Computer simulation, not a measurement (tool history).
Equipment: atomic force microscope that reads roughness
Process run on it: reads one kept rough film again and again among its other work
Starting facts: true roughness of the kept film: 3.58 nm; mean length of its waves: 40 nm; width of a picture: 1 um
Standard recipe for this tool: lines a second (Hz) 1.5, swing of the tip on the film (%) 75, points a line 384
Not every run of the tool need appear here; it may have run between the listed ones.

run	hour	lines a second (Hz)	swing of the tip on the film (%)	points a line	roughness of the kept film (nm (root mean square))
1	0	1.5	75	384	3.146
# hour 24.6: new tip fitted
2	50.6	1.5	75	902	3.178
3	75.1	1.33	75	384	3.167
4	111.2	1.33	75	384	3.155
5	146.3	1.33	75	364	3.172
# hour 162.1: new tip fitted
6	181.7	1.5	58	384	3.215
7	213.7	1.5	59	384	3.22
8	258	1.5	59	282	3.204
# hour 298.2: new tip fitted
9	304	1.5	59	282	3.182
10	349.9	1.5	75	384	3.162
11	381.5	1.5	75	384	3.167
12	422.1	1.5	57	384	3.224
# hour 435.1: new tip fitted
13	452.2	0.71	75	384	3.209
14	478.9	1.5	75	384	3.137
15	516.6	1.5	75	384	3.142
16	548.3	0.58	75	384	3.221
# hour 575: new tip fitted
17	595.8	0.58	75	384	3.232
18	644.8	1.5	75	384	3.148
19	677.6	1.5	75	384	3.157
# hour 711.6: new tip fitted
20	723.2	1.5	75	384	3.146
21	775.2	1.5	75	389	3.158
22	823.2	1.5	75	384	3.162
# hour 850: new tip fitted
23	858.8	1.5	75	384	3.151
24	888.6	1.5	75	384	3.155
25	938.7	1.5	75	384	3.17
26	984.6	0.59	75	566	3.226
# hour 989.7: new tip fitted
27	1034.4	1.78	84	384	3.053
28	1069.2	0.54	59	760	3.283
29	1100.7	1.73	84	520	3.063
# hour 1128.1: new tip fitted
30	1138.9	0.65	76	507	3.21
31	1177.2	1.77	61	970	3.21
32	1207	1.77	61	970	3.214
33	1239.6	1.77	61	970	3.213
# hour 1264.5: new tip fitted
34	1274.5	1.77	61	970	3.24
35	1317	2.94	55	384	3.219
36	1360.2	1.41	76	544	3.172
# hour 1400.7: new tip fitted
37	1402.7	1.41	76	544	3.173
38	1453.7	1.5	68	680	3.204
39	1485.4	1.5	68	680	3.203
40	1514	1.5	77	319	3.151
# hour 1537.3: new tip fitted
41	1542.7	1.5	77	319	3.136
42	1586.3	1.5	77	319	3.113
43	1627.1	3.25	68	754	3.131
44	1662.6	3.25	68	426	3.099
# hour 1673.7: new tip fitted
45	1688	2.45	75	624	3.112
46	1721.7	2.45	74	624	3.079
47	1764.6	1.5	88	384	3.046
48	1795.9	1.5	88	384	3.043
# hour 1812.1: new tip fitted
49	1845.5	0.52	75	987	3.252

Alternative continuations, all from the tool just after run 49; predict every row:
A	1873.6	1.5	78	824	?
B	1873.6	1.5	74	732	?
C	1873.6	3.82	69	442	?

run	roughness of the kept film (nm (root mean square))
A	3.145
B	3.181
C	3.058
Stripped of hidden state, with their random variation kept, the same runs would have yielded:
run	roughness of the kept film (nm (root mean square))
A	3.147
B	3.183
C	3.059
